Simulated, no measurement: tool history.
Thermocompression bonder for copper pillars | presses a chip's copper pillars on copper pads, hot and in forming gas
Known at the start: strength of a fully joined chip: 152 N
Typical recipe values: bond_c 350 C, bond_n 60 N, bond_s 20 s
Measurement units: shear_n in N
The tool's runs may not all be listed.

{"run": 1, "hour": 0.0, "bond_c": 350, "bond_n": 60, "bond_s": 20, "shear_n": 67.6}
{"run": 2, "hour": 8.3, "bond_c": 350, "bond_n": 60, "bond_s": 20, "shear_n": 68.4}
{"run": 3, "hour": 19.4, "bond_c": 374, "bond_n": 60, "bond_s": 20, "shear_n": 81.0}
{"run": 4, "hour": 31.6, "bond_c": 350, "bond_n": 60, "bond_s": 20, "shear_n": 69.2}
{"run": 5, "hour": 44.6, "bond_c": 350, "bond_n": 60, "bond_s": 20, "shear_n": 68.7}
{"run": 6, "hour": 56.2, "bond_c": 350, "bond_n": 60, "bond_s": 24, "shear_n": 73.4}
{"run": 7, "hour": 70.2, "bond_c": 350, "bond_n": 60, "bond_s": 20, "shear_n": 68.8}
{"run": 8, "hour": 81.3, "bond_c": 350, "bond_n": 60, "bond_s": 10, "shear_n": 53.0}
{"run": 9, "hour": 91.1, "bond_c": 350, "bond_n": 60, "bond_s": 10, "shear_n": 52.9}
{"run": 10, "hour": 97.7, "bond_c": 350, "bond_n": 60, "bond_s": 10, "shear_n": 53.0}
{"run": 11, "hour": 111.4, "bond_c": 350, "bond_n": 60, "bond_s": 10, "shear_n": 52.9}
{"run": 12, "hour": 120.8, "bond_c": 350, "bond_n": 60, "bond_s": 20, "shear_n": 69.2}
{"run": 13, "hour": 135.4, "bond_c": 350, "bond_n": 60, "bond_s": 20, "shear_n": 69.5}
{"run": 14, "hour": 149.5, "bond_c": 350, "bond_n": 60, "bond_s": 20, "shear_n": 69.4}
{"run": 15, "hour": 157.7, "bond_c": 350, "bond_n": 60, "bond_s": 20, "shear_n": 69.6}
{"run": 16, "hour": 170.5, "bond_c": 350, "bond_n": 60, "bond_s": 20, "shear_n": 69.7}
{"run": 17, "hour": 177.6, "bond_c": 350, "bond_n": 60, "bond_s": 20, "shear_n": 69.7}
{"hour": 189.6, "done": "gauge calibrated"}
{"run": 18, "hour": 192.8, "bond_c": 323, "bond_n": 58, "bond_s": 18, "shear_n": 50.4}
{"run": 19, "hour": 206.4, "bond_c": 323, "bond_n": 58, "bond_s": 18, "shear_n": 49.7}
{"run": 20, "hour": 220.3, "bond_c": 323, "bond_n": 60, "bond_s": 18, "shear_n": 52.2}
{"run": 21, "hour": 229.3, "bond_c": 372, "bond_n": 60, "bond_s": 27, "shear_n": 88.0}
{"run": 22, "hour": 236.6, "bond_c": 341, "bond_n": 60, "bond_s": 20, "shear_n": 63.9}
{"run": 23, "hour": 244.4, "bond_c": 360, "bond_n": 53, "bond_s": 20, "shear_n": 65.6}
{"run": 24, "hour": 256.9, "bond_c": 367, "bond_n": 60, "bond_s": 47, "shear_n": 102.0}
{"run": 25, "hour": 271.1, "bond_c": 353, "bond_n": 53, "bond_s": 57, "shear_n": 89.4}
{"run": 26, "hour": 279.0, "bond_c": 353, "bond_n": 53, "bond_s": 57, "shear_n": 90.0}
{"run": 27, "hour": 285.8, "bond_c": 353, "bond_n": 53, "bond_s": 57, "shear_n": 89.8}
{"run": 28, "hour": 298.0, "bond_c": 333, "bond_n": 46, "bond_s": 27, "shear_n": 51.2}
{"run": 29, "hour": 312.2, "bond_c": 358, "bond_n": 71, "bond_s": 20, "shear_n": 85.3}
{"run": 30, "hour": 327.9, "bond_c": 350, "bond_n": 60, "bond_s": 34, "shear_n": 83.7}
{"run": 31, "hour": 336.1, "bond_c": 350, "bond_n": 60, "bond_s": 34, "shear_n": 83.4}
{"hour": 341.9, "done": "gauge calibrated"}
{"run": 32, "hour": 344.2, "bond_c": 350, "bond_n": 47, "bond_s": 14, "shear_n": 45.4}
{"hour": 349.6, "done": "forming gas filter changed"}
{"run": 33, "hour": 354.9, "bond_c": 350, "bond_n": 42, "bond_s": 14, "shear_n": 40.9}
{"run": 34, "hour": 367.1, "bond_c": 350, "bond_n": 42, "bond_s": 14, "shear_n": 40.9}

Measured less the same run without the tool's hidden state. The same run-to-run variation is in both; the gauge's scatter may not be:
What the log doesn't record here: true temperature of the bond over the reading, C; force that reaches the chip, % of what is set; oxide that the forming gas leaves, % of the face; drift of the gauge itself on shear_n, %.
run=1 shear_n=-0.1
run=2 shear_n=+0.0
run=3 shear_n=+0.1
run=4 shear_n=+0.2
run=5 shear_n=+0.3
run=6 shear_n=+0.5
run=7 shear_n=+0.6
run=8 shear_n=+0.5
run=9 shear_n=+0.6
run=10 shear_n=+0.7
run=11 shear_n=+0.7
run=12 shear_n=+1.1
run=13 shear_n=+1.3
run=14 shear_n=+1.3
run=15 shear_n=+1.4
run=16 shear_n=+1.5
run=17 shear_n=+1.6
run=18 shear_n=-0.1
run=19 shear_n=+0.0
run=20 shear_n=+0.1
run=21 shear_n=+0.3
run=22 shear_n=+0.2
run=23 shear_n=+0.4
run=24 shear_n=+0.7
run=25 shear_n=+0.8
run=26 shear_n=+0.9
run=27 shear_n=+1.0
run=28 shear_n=+0.6
run=29 shear_n=+1.3
run=30 shear_n=+1.4
run=31 shear_n=+1.5
run=32 shear_n=-0.1
run=33 shear_n=+0.0
run=34 shear_n=+0.1
